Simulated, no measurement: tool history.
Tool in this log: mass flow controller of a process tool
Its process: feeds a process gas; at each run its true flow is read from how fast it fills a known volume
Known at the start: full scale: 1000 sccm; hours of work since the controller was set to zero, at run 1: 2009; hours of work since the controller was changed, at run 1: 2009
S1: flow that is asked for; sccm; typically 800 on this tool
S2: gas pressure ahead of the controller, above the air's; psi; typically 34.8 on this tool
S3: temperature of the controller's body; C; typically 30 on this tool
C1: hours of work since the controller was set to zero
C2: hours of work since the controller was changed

{"run": 1, "hour": 0.0, "S1": 800, "S2": 34.8, "S3": 30, "C1": 2009, "C2": 2009, "true flow (%)": 100.16}
{"run": 2, "hour": 67.5, "S1": 800, "S2": 34.8, "S3": 30, "C1": 2050, "C2": 2050, "true flow (%)": 100.32}
{"run": 3, "hour": 193.3, "S1": 800, "S2": 34.8, "S3": 30, "C1": 2127, "C2": 2127, "true flow (%)": 100.11}
{"run": 4, "hour": 351.3, "S1": 800, "S2": 34.1, "S3": 30, "C1": 2223, "C2": 2223, "true flow (%)": 100.13}
{"run": 5, "hour": 449.2, "S1": 686, "S2": 34.8, "S3": 30, "C1": 2283, "C2": 2283, "true flow (%)": 100.09}
{"run": 6, "hour": 552.3, "S1": 800, "S2": 34.8, "S3": 30, "C1": 2346, "C2": 2346, "true flow (%)": 100.29}
{"run": 7, "hour": 624.7, "S1": 800, "S2": 34.8, "S3": 30, "C1": 2390, "C2": 2390, "true flow (%)": 100.21}
{"run": 8, "hour": 751.4, "S1": 800, "S2": 40.5, "S3": 30, "C1": 2467, "C2": 2467, "true flow (%)": 100.31}
{"run": 9, "hour": 859.0, "S1": 800, "S2": 40.5, "S3": 30, "C1": 2532, "C2": 2532, "true flow (%)": 100.33}
{"run": 10, "hour": 941.4, "S1": 800, "S2": 40.5, "S3": 30, "C1": 2582, "C2": 2582, "true flow (%)": 100.49}
{"run": 11, "hour": 1029.1, "S1": 800, "S2": 34.8, "S3": 30, "C1": 2636, "C2": 2636, "true flow (%)": 100.33}
{"run": 12, "hour": 1098.0, "S1": 800, "S2": 34.8, "S3": 30, "C1": 2678, "C2": 2678, "true flow (%)": 100.3}
{"run": 13, "hour": 1195.4, "S1": 800, "S2": 34.8, "S3": 30, "C1": 2737, "C2": 2737, "true flow (%)": 100.36}
{"run": 14, "hour": 1307.4, "S1": 800, "S2": 34.8, "S3": 30, "C1": 2805, "C2": 2805, "true flow (%)": 100.24}
{"run": 15, "hour": 1388.7, "S1": 800, "S2": 36.1, "S3": 30, "C1": 2855, "C2": 2855, "true flow (%)": 100.19}
{"run": 16, "hour": 1455.1, "S1": 800, "S2": 34.8, "S3": 26, "C1": 2895, "C2": 2895, "true flow (%)": 100.54}
{"run": 17, "hour": 1575.4, "S1": 800, "S2": 34.8, "S3": 26, "C1": 2968, "C2": 2968, "true flow (%)": 100.47}
{"run": 18, "hour": 1703.8, "S1": 800, "S2": 34.8, "S3": 35, "C1": 3047, "C2": 3047, "true flow (%)": 100.08}
{"run": 19, "hour": 1834.2, "S1": 800, "S2": 34.8, "S3": 35, "C1": 3126, "C2": 3126, "true flow (%)": 100.07}
{"run": 20, "hour": 1905.4, "S1": 800, "S2": 34.8, "S3": 35, "C1": 3169, "C2": 3169, "true flow (%)": 100.0}
{"run": 21, "hour": 2014.4, "S1": 800, "S2": 34.8, "S3": 30, "C1": 3236, "C2": 3236, "true flow (%)": 100.36}
{"run": 22, "hour": 2079.2, "S1": 800, "S2": 34.8, "S3": 30, "C1": 3275, "C2": 3275, "true flow (%)": 100.36}
{"run": 23, "hour": 2236.2, "S1": 800, "S2": 34.8, "S3": 30, "C1": 3371, "C2": 3371, "true flow (%)": 100.4}
{"run": 24, "hour": 2352.9, "S1": 800, "S2": 34.8, "S3": 30, "C1": 3442, "C2": 3442, "true flow (%)": 100.46}
{"run": 25, "hour": 2440.1, "S1": 800, "S2": 33.1, "S3": 30, "C1": 3495, "C2": 3495, "true flow (%)": 100.35}
{"run": 26, "hour": 2558.6, "S1": 800, "S2": 33.1, "S3": 30, "C1": 3567, "C2": 3567, "true flow (%)": 100.45}
{"run": 27, "hour": 2712.8, "S1": 800, "S2": 33.1, "S3": 30, "C1": 3661, "C2": 3661, "true flow (%)": 100.44}
{"hour": 2723.0, "done": "controller's zero set anew"}
{"run": 28, "hour": 2855.2, "S1": 800, "S2": 23.4, "S3": 30, "C1": 80, "C2": 3747, "true flow (%)": 100.52}
{"run": 29, "hour": 2924.3, "S1": 800, "S2": 34.8, "S3": 29, "C1": 123, "C2": 3789, "true flow (%)": 100.79}
{"run": 30, "hour": 3060.5, "S1": 800, "S2": 34.8, "S3": 29, "C1": 205, "C2": 3872, "true flow (%)": 100.83}
{"run": 31, "hour": 3127.4, "S1": 800, "S2": 34.8, "S3": 29, "C1": 246, "C2": 3913, "true flow (%)": 100.82}
{"run": 32, "hour": 3229.2, "S1": 800, "S2": 36.1, "S3": 30, "C1": 308, "C2": 3975, "true flow (%)": 100.76}
{"run": 33, "hour": 3333.6, "S1": 800, "S2": 36.1, "S3": 30, "C1": 372, "C2": 4038, "true flow (%)": 100.85}
{"run": 34, "hour": 3461.6, "S1": 800, "S2": 39.7, "S3": 30, "C1": 450, "C2": 4116, "true flow (%)": 100.8}
{"hour": 3560.0, "done": "controller's zero set anew, once more"}
{"run": 35, "hour": 3589.6, "S1": 172, "S2": 27.0, "S3": 32, "C1": 18, "C2": 4194, "true flow (%)": 99.02}
{"run": 36, "hour": 3749.8, "S1": 104, "S2": 25.5, "S3": 38, "C1": 116, "C2": 4291, "true flow (%)": 98.95}
{"run": 37, "hour": 3881.3, "S1": 104, "S2": 25.5, "S3": 38, "C1": 196, "C2": 4371, "true flow (%)": 98.96}
{"run": 38, "hour": 3964.1, "S1": 327, "S2": 23.1, "S3": 31, "C1": 246, "C2": 4422, "true flow (%)": 99.42}
{"run": 39, "hour": 4097.2, "S1": 802, "S2": 23.1, "S3": 22, "C1": 327, "C2": 4503, "true flow (%)": 100.33}
{"run": 40, "hour": 4232.6, "S1": 802, "S2": 23.1, "S3": 22, "C1": 409, "C2": 4585, "true flow (%)": 100.53}
{"run": 41, "hour": 4355.6, "S1": 688, "S2": 34.8, "S3": 21, "C1": 484, "C2": 4660, "true flow (%)": 100.69}
{"run": 42, "hour": 4447.6, "S1": 688, "S2": 34.8, "S3": 21, "C1": 540, "C2": 4716, "true flow (%)": 100.59}
{"run": 43, "hour": 4515.4, "S1": 688, "S2": 34.8, "S3": 21, "C1": 582, "C2": 4758, "true flow (%)": 100.61}
{"run": 44, "hour": 4581.3, "S1": 402, "S2": 34.8, "S3": 35, "C1": 622, "C2": 4798, "true flow (%)": 99.48}
{"run": 45, "hour": 4674.0, "S1": 113, "S2": 31.8, "S3": 39, "C1": 678, "C2": 4854, "true flow (%)": 99.53}
{"run": 46, "hour": 4827.9, "S1": 348, "S2": 34.8, "S3": 34, "C1": 772, "C2": 4948, "true flow (%)": 99.6}
{"run": 47, "hour": 4937.9, "S1": 741, "S2": 32.6, "S3": 30, "C1": 839, "C2": 5015, "true flow (%)": 100.13}
{"run": 48, "hour": 5067.1, "S1": 553, "S2": 22.2, "S3": 30, "C1": 917, "C2": 5093, "true flow (%)": 99.72}
{"run": 49, "hour": 5142.0, "S1": 238, "S2": 22.2, "S3": 40, "C1": 963, "C2": 5139, "true flow (%)": 99.06}

3 ways to go on from here, each from the tool as it stands after run 49. What would each give?
{"run": "A", "hour": 5267.5, "S1": 800, "S2": 39.9, "S3": 33, "C1": 1039, "C2": 5215, "true flow (%)": "?"}
{"run": "B", "hour": 5267.5, "S1": 238, "S2": 22.2, "S3": 31, "C1": 1039, "C2": 5215, "true flow (%)": "?"}
{"run": "C", "hour": 5267.5, "S1": 800, "S2": 34.8, "S3": 35, "C1": 1039, "C2": 5215, "true flow (%)": "?"}

run=A true_flow_(%)=100.33
run=B true_flow_(%)=99.64
run=C true_flow_(%)=100.01
Without the tool's hidden state the same runs would have given:
run=A true_flow_(%)=99.54
run=B true_flow_(%)=98.42
run=C true_flow_(%)=99.22
